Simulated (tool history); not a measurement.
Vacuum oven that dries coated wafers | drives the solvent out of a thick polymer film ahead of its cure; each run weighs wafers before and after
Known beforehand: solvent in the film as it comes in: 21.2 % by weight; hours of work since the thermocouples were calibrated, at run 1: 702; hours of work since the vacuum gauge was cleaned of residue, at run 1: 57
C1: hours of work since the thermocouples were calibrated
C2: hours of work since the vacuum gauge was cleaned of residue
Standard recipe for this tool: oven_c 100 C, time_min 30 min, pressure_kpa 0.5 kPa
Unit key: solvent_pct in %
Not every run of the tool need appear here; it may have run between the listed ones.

run 1 hour=0 | oven_c=100 time_min=30 pressure_kpa=0.5 | C1=702 C2=57 | solvent_pct=1.8
run 2 hour=10.1 | oven_c=100 time_min=16 pressure_kpa=0.5 | C1=709 C2=64 | solvent_pct=5.04
run 3 hour=23.4 | oven_c=100 time_min=16 pressure_kpa=0.5 | C1=719 C2=74 | solvent_pct=5
run 4 hour=30.8 | oven_c=100 time_min=16 pressure_kpa=1.325 | C1=724 C2=79 | solvent_pct=5.3
run 5 hour=41.1 | oven_c=100 time_min=16 pressure_kpa=1.325 | C1=731 C2=87 | solvent_pct=5.29
run 6 hour=49.9 | oven_c=100 time_min=16 pressure_kpa=1.325 | C1=738 C2=93 | solvent_pct=5.27
run 7 hour=63.6 | oven_c=106 time_min=30 pressure_kpa=0.5 | C1=748 C2=103 | solvent_pct=0.73
run 8 hour=75.2 | oven_c=106 time_min=30 pressure_kpa=0.5 | C1=756 C2=112 | solvent_pct=0.84
run 9 hour=85.1 | oven_c=106 time_min=30 pressure_kpa=0.5 | C1=763 C2=119 | solvent_pct=0.79
run 10 hour=93.2 | oven_c=100 time_min=30 pressure_kpa=0.5 | C1=769 C2=125 | solvent_pct=1.83
run 11 hour=105.7 | oven_c=100 time_min=34 pressure_kpa=0.5 | C1=779 C2=134 | solvent_pct=1.39
run 12 hour=112.4 | oven_c=100 time_min=34 pressure_kpa=0.5 | C1=783 C2=139 | solvent_pct=1.37
run 13 hour=128.1 | oven_c=100 time_min=34 pressure_kpa=0.5 | C1=795 C2=150 | solvent_pct=1.44
run 14 hour=144 | oven_c=100 time_min=34 pressure_kpa=0.5 | C1=806 C2=162 | solvent_pct=1.37
run 15 hour=155.3 | oven_c=100 time_min=34 pressure_kpa=0.5 | C1=815 C2=170 | solvent_pct=1.41
run 16 hour=170 | oven_c=100 time_min=18 pressure_kpa=0.5 | C1=825 C2=181 | solvent_pct=4.35
run 17 hour=181.2 | oven_c=100 time_min=18 pressure_kpa=0.5 | C1=833 C2=189 | solvent_pct=4.3
run 18 hour=193.9 | oven_c=100 time_min=25 pressure_kpa=0.5 | C1=843 C2=198 | solvent_pct=2.56
run 19 hour=209.3 | oven_c=100 time_min=25 pressure_kpa=0.5 | C1=854 C2=209 | solvent_pct=2.62
run 20 hour=220.6 | oven_c=100 time_min=30 pressure_kpa=0.5 | C1=862 C2=218 | solvent_pct=1.84
-- hour=223.2 vacuum gauge cleaned of residue and calibrated
run 21 hour=229.8 | oven_c=100 time_min=30 pressure_kpa=0.77 | C1=868 C2=5 | solvent_pct=1.92
run 22 hour=238.4 | oven_c=100 time_min=30 pressure_kpa=1.908 | C1=874 C2=11 | solvent_pct=2.39
run 23 hour=246.4 | oven_c=100 time_min=30 pressure_kpa=0.276 | C1=880 C2=17 | solvent_pct=1.78
run 24 hour=255.2 | oven_c=100 time_min=30 pressure_kpa=0.276 | C1=886 C2=23 | solvent_pct=1.82
run 25 hour=266.8 | oven_c=100 time_min=30 pressure_kpa=0.276 | C1=895 C2=32 | solvent_pct=1.76
run 26 hour=274.4 | oven_c=101 time_min=47 pressure_kpa=0.5 | C1=900 C2=37 | solvent_pct=0.63
run 27 hour=284.7 | oven_c=92 time_min=30 pressure_kpa=0.328 | C1=908 C2=45 | solvent_pct=4.15
run 28 hour=298.2 | oven_c=100 time_min=30 pressure_kpa=1.58 | C1=918 C2=55 | solvent_pct=2.37
-- hour=315.1 vacuum gauge cleaned of residue and calibrated, once more
run 29 hour=315.1 | oven_c=100 time_min=28 pressure_kpa=0.255 | C1=929 C2=0 | solvent_pct=1.94
run 30 hour=328.9 | oven_c=112 time_min=28 pressure_kpa=0.443 | C1=939 C2=10 | solvent_pct=0.36
run 31 hour=335.5 | oven_c=89 time_min=51 pressure_kpa=0.462 | C1=944 C2=15 | solvent_pct=2.42
run 32 hour=343.6 | oven_c=112 time_min=30 pressure_kpa=1.108 | C1=949 C2=21 | solvent_pct=0.5
run 33 hour=353.3 | oven_c=111 time_min=43 pressure_kpa=0.603 | C1=957 C2=28 | solvent_pct=0.21
run 34 hour=361 | oven_c=111 time_min=43 pressure_kpa=0.603 | C1=962 C2=33 | solvent_pct=0.19
run 35 hour=374.1 | oven_c=109 time_min=29 pressure_kpa=0.603 | C1=972 C2=43 | solvent_pct=0.59
run 36 hour=385.9 | oven_c=109 time_min=29 pressure_kpa=0.603 | C1=980 C2=52 | solvent_pct=0.55
run 37 hour=401.5 | oven_c=89 time_min=29 pressure_kpa=1.869 | C1=992 C2=63 | solvent_pct=6.17
run 38 hour=409.4 | oven_c=100 time_min=21 pressure_kpa=0.323 | C1=997 C2=69 | solvent_pct=3.39
run 39 hour=418.7 | oven_c=100 time_min=21 pressure_kpa=0.323 | C1=1004 C2=75 | solvent_pct=3.47
run 40 hour=425.3 | oven_c=100 time_min=34 pressure_kpa=0.5 | C1=1009 C2=80 | solvent_pct=1.36
run 41 hour=439.1 | oven_c=100 time_min=34 pressure_kpa=0.5 | C1=1019 C2=90 | solvent_pct=1.44
run 42 hour=450 | oven_c=100 time_min=34 pressure_kpa=0.5 | C1=1027 C2=98 | solvent_pct=1.42
run 43 hour=464.9 | oven_c=100 time_min=38 pressure_kpa=1.855 | C1=1038 C2=109 | solvent_pct=1.63
run 44 hour=479.2 | oven_c=101 time_min=20 pressure_kpa=1.366 | C1=1048 C2=119 | solvent_pct=3.78
run 45 hour=488 | oven_c=101 time_min=20 pressure_kpa=1.366 | C1=1055 C2=126 | solvent_pct=3.74
run 46 hour=494.9 | oven_c=101 time_min=21 pressure_kpa=1.366 | C1=1060 C2=131 | solvent_pct=3.5
run 47 hour=505.3 | oven_c=113 time_min=46 pressure_kpa=0.919 | C1=1067 C2=138 | solvent_pct=0.26

3 ways to go on from here, each from the tool as it stands after run 47. What would each give?
run A hour=514.5 | oven_c=100 time_min=30 pressure_kpa=1.018 | C1=1074 C2=145 | solvent_pct=?
run B hour=514.5 | oven_c=113 time_min=45 pressure_kpa=0.268 | C1=1074 C2=145 | solvent_pct=?
run C hour=514.5 | oven_c=113 time_min=46 pressure_kpa=0.277 | C1=1074 C2=145 | solvent_pct=?

run=A solvent_pct=2.12
run=B solvent_pct=0.12
run=C solvent_pct=0.1
Without the tool's hidden state the same runs would have given:
run=A solvent_pct=1.88
run=B solvent_pct=0.09
run=C solvent_pct=0.08

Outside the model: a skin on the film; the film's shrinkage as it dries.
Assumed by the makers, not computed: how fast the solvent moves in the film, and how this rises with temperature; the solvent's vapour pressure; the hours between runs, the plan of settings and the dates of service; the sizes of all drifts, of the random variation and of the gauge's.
